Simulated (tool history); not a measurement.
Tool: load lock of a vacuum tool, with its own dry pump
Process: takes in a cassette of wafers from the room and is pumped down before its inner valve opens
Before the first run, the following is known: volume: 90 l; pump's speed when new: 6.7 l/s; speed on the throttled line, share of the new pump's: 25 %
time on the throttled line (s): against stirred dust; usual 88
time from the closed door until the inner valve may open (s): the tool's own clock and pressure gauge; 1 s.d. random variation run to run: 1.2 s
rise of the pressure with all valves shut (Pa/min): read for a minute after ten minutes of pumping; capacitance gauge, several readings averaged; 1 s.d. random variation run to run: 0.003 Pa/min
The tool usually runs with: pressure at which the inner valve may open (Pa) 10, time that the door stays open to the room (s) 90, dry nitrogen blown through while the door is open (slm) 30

| run | hour | time on the throttled line (s) | pressure at which the inner valve may open (Pa) | time that the door stays open to the room (s) | dry nitrogen blown through while the door is open (slm) | incoming humidity of the room's air, % | time from the closed door until the inner valve may open (s) | rise of the pressure with all valves shut (Pa/min) |
|---|---|---|---|---|---|---|---|---|
| 1 | 0.0 | 88 | 10 | 90 | 30 | 42.2 | 195.2 | 0.201 |
| 2 | 433.3 | 88 | 10 | 90 | 30 | 41.4 | 195.1 | 0.215 |
| 3 | 667.2 | 88 | 10 | 90 | 30 | 47.8 | 194.5 | 0.219 |
| 4 | 973.6 | 88 | 10 | 90 | 30 | 45.8 | 194.0 | 0.237 |
| 5 | 1433.0 | 88 | 10 | 90 | 30 | 47.1 | 195.3 | 0.257 |
| 6 | 1706.6 | 88 | 10 | 90 | 30 | 41.9 | 197.3 | 0.260 |
| 7 | 1952.4 | 88 | 9 | 90 | 30 | 44.9 | 199.4 | 0.267 |
| 8 | 2321.1 | 88 | 19 | 90 | 30 | 47.2 | 189.9 | 0.281 |
| 9 | 2685.1 | 77 | 11 | 178 | 13 | 44.4 | 188.4 | 0.311 |
| 10 | 2936.4 | 92 | 10 | 179 | 21 | 45.0 | 202.1 | 0.314 |
| 11 | 3260.2 | 107 | 7 | 36 | 31 | 41.7 | 216.8 | 0.295 |
| 12 | 3467.3 | 110 | 11 | 36 | 4 | 43.3 | 214.6 | 0.325 |

The next listed run, before its measurement:
| 13 | 3780.9 | 88 | 13 | 90 | 5 | 44.8 | ? | ? |

time from the closed door until the inner valve may open (s): 192.2
rise of the pressure with all valves shut (Pa/min): 0.344
On a tool with no hidden condition, and with the same random variation, this run would have come out at time from the closed door until the inner valve may open (s) 183.2, rise of the pressure with all valves shut (Pa/min) 0.034.
